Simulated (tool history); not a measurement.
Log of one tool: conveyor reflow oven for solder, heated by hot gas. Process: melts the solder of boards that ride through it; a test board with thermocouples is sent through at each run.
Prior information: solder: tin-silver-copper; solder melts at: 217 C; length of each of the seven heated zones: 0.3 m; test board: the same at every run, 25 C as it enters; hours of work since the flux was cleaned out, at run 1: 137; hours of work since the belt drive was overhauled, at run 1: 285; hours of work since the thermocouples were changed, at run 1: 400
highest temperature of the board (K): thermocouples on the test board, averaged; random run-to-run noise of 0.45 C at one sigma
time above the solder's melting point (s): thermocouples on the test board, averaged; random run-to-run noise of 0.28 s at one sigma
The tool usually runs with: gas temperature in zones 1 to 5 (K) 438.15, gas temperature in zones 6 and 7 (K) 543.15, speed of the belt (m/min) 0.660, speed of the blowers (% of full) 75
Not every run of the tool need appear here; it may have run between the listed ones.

run   hour  gas temperature in zones 1 to 5 (K)  gas temperature in zones 6 and 7 (K)  speed of the belt (m/min)  speed of the blowers (% of full)  hours of work since the flux was cleaned out  hours of work since the belt drive was overhauled  hours of work since the thermocouples were changed  highest temperature of the board (K)  time above the solder's melting point (s)
  1    0.0                               438.15                                543.15                      0.660                                75                                           137                                                285                                                 400                                521.45                                       35.3
  2   10.1                               438.15                                543.15                      0.660                                75                                           144                                                292                                                 407                                520.55                                       35.2
  3   17.6                               438.15                                543.15                      0.660                                75                                           149                                                297                                                 412                                520.65                                       35.5
  4   28.5                               438.15                                543.15                      0.660                                75                                           157                                                304                                                 419                                520.75                                       35.1
  5   40.5                               438.15                                542.15                      0.660                                75                                           165                                                313                                                 428                                520.25                                       34.8
  6   52.8                               438.15                                542.15                      0.660                                75                                           173                                                321                                                 436                                520.05                                       34.8
  7   63.5                               438.15                                543.15                      0.660                                71                                           180                                                328                                                 443                                519.45                                       34.3
  8   73.1                               438.15                                543.15                      0.587                                75                                           187                                                335                                                 450                                524.35                                       42.9
  9   87.1                               438.15                                543.15                      0.587                                75                                           197                                                344                                                 459                                524.45                                       43.1
 10   98.7                               438.15                                543.15                      0.587                                75                                           204                                                352                                                 467                                524.65                                       43.1
 11  107.8                               438.15                                543.15                      0.587                                75                                           211                                                358                                                 473                                524.45                                       43.0
 12  118.0                               438.15                                543.15                      0.587                                75                                           218                                                365                                                 480                                524.15                                       42.6
 13  127.3                               438.15                                543.15                      0.587                                75                                           224                                                372                                                 487                                524.05                                       42.0
 14  136.8                               438.15                                543.15                      0.587                                75                                           230                                                378                                                 493                                524.85                                       43.0
 15  150.2                               438.15                                543.15                      0.587                                75                                           240                                                387                                                 502                                525.25                                       42.5
 16  163.0                               426.15                                539.15                      0.608                                52                                           248                                                396                                                 511                                511.25                                       28.0
 17  170.2                               426.15                                539.15                      0.608                                52                                           253                                                401                                                 516                                511.05                                       27.6
 18  176.8                               438.15                                533.15                      0.544                                75                                           258                                                405                                                 521                                517.85                                       42.7
 19  186.9                               425.15                                537.15                      0.753                                77                                           265                                                412                                                 527                                507.25                                       18.7
 20  197.1                               439.15                                543.15                      0.549                                75                                           272                                                419                                                 534                                526.05                                       47.7
 21  204.6                               438.15                                544.15                      0.660                                83                                           277                                                424                                                 539                                521.15                                       36.2
 22  218.0                               438.15                                544.15                      0.667                                51                                           286                                                434                                                 549                                513.25                                       28.3
 23  226.6                               453.15                                543.15                      0.660                                90                                           292                                                439                                                 554                                524.05                                       41.8
 24  240.6                               453.15                                543.15                      0.660                                90                                           301                                                449                                                 564                                524.65                                       42.0
 25  252.7                               453.15                                543.15                      0.660                                90                                           309                                                457                                                 572                                525.15                                       41.8
     265.3  -- flux residue cleaned out of gas plates and filters
 26  269.2                               436.15                                556.15                      0.660                                75                                             3                                                465                                                 580                                531.65                                       40.6
 27  283.3                               438.15                                534.15                      0.660                                75                                            12                                                475                                                 590                                514.75                                       30.9
 28  291.5                               438.15                                534.15                      0.660                                75                                            18                                                480                                                 595                                514.15                                       31.3
 29  305.5                               438.15                                543.15                      0.715                                86                                            27                                                490                                                 605                                520.35                                       32.6
 30  319.6                               438.15                                543.15                      0.778                                51                                            37                                                499                                                 614                                506.85                                       19.1

Difference, measured minus no-hidden-state, one row per run. Run-to-run variation is common to both terms; the gauge's own scatter need not be:
What the log doesn't record here: heat that the gas passes to the board, % of a clean oven's; belt's true speed, % of the reading; true gas temperature in zones 6 and 7 over the reading, C; drift of the gauge itself on peak_c, C; drift of the gauge itself on liquid_s, %.
run  highest temperature of the board (K)  time above the solder's melting point (s)
  1                                 -2.10                                       -1.3
  2                                 -2.20                                       -1.4
  3                                 -2.30                                       -1.4
  4                                 -2.30                                       -1.5
  5                                 -2.50                                       -1.6
  6                                 -2.50                                       -1.6
  7                                 -2.50                                       -1.6
  8                                 -2.50                                       -1.5
  9                                 -2.60                                       -1.5
 10                                 -2.70                                       -1.6
 11                                 -2.70                                       -1.7
 12                                 -2.80                                       -1.7
 13                                 -2.90                                       -1.7
 14                                 -3.00                                       -1.8
 15                                 -3.00                                       -1.9
 16                                 -3.00                                       -2.6
 17                                 -3.10                                       -2.8
 18                                 -2.90                                       -2.3
 19                                 -3.80                                       -3.2
 20                                 -3.20                                       -1.9
 21                                 -3.60                                       -2.1
 22                                 -3.40                                       -2.6
 23                                 -3.40                                       -1.8
 24                                 -3.50                                       -1.8
 25                                 -3.60                                       -2.0
 26                                 -1.70                                       -0.6
 27                                 -1.70                                       -1.1
 28                                 -1.80                                       -1.1
 29                                 -2.00                                       -0.9
 30                                 -1.80                                       -1.4
